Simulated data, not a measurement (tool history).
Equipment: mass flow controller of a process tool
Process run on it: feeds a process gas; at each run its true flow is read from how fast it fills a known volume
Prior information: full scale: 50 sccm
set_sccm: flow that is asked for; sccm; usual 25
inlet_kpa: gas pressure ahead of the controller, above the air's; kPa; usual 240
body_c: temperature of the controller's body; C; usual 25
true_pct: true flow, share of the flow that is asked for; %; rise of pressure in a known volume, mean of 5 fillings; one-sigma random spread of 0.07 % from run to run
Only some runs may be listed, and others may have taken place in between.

Run 1, hour 0.0: usual settings. Result: true_pct 99.19 %.
Run 2, hour 106.1: usual settings. Result: true_pct 99.20 %.
Run 3, hour 242.0: usual settings. Result: true_pct 99.24 %.
Run 4, hour 374.0: usual settings. Result: true_pct 99.38 %.
Run 5, hour 525.1: usual settings. Result: true_pct 99.31 %.
Run 6, hour 622.3: usual settings. Result: true_pct 99.50 %.
Run 7, hour 711.5: usual settings. Result: true_pct 99.46 %.
Run 8, hour 816.4: usual settings. Result: true_pct 99.72 %.
Run 9, hour 894.4: usual settings. Result: true_pct 99.45 %.
Run 10, hour 964.4: usual settings. Result: true_pct 99.58 %.
Run 11, hour 1057.3: usual settings. Result: true_pct 99.67 %.
Run 12, hour 1172.0: usual settings. Result: true_pct 99.70 %.
Run 13, hour 1263.3: usual settings but set_sccm 6 sccm, inlet_kpa 225 kPa. Result: true_pct 98.89 %.
Run 14, hour 1347.0: usual settings but set_sccm 16 sccm, inlet_kpa 160 kPa. Result: true_pct 99.35 %.
Run 15, hour 1479.4: usual settings but set_sccm 16 sccm, inlet_kpa 169 kPa. Result: true_pct 99.28 %.
Run 16, hour 1578.4: usual settings but set_sccm 5 sccm. Result: true_pct 99.21 %.
Run 17, hour 1722.7: usual settings but set_sccm 5 sccm. Result: true_pct 99.16 %.
Run 18, hour 1789.4: usual settings but set_sccm 5 sccm. Result: true_pct 99.17 %.
Run 19, hour 1883.8: usual settings but inlet_kpa 151 kPa, body_c 36 C. Result: true_pct 99.40 %.
Run 20, hour 1970.6: usual settings but inlet_kpa 151 kPa, body_c 36 C. Result: true_pct 99.36 %.
Run 21, hour 2080.1: usual settings but inlet_kpa 145 kPa, body_c 27 C. Result: true_pct 99.79 %.
Run 22, hour 2202.2: usual settings but set_sccm 7 sccm, body_c 37 C. Result: true_pct 99.12 %.
Run 23, hour 2328.7: usual settings but set_sccm 7 sccm, inlet_kpa 223 kPa, body_c 24 C. Result: true_pct 99.45 %.

Branching from run 23: 4 alternative next runs. What would each branch give?
Run A, hour 2485.7: usual settings but set_sccm 10 sccm. Result: true_pct ?.
Run B, hour 2485.7: usual settings but set_sccm 7 sccm. Result: true_pct ?.
Run C, hour 2485.7: usual settings but set_sccm 8 sccm, inlet_kpa 233 kPa, body_c 21 C. Result: true_pct ?.
Run D, hour 2485.7: usual settings but inlet_kpa 231 kPa, body_c 23 C. Result: true_pct ?.

run  true_pct
  A     99.49
  B     99.46
  C     99.74
  D    100.30
Take away the tool's hidden state, keep each run's random variation, and the runs would have read:
run  true_pct
  A     98.53
  B     98.49
  C     98.77
  D     99.34
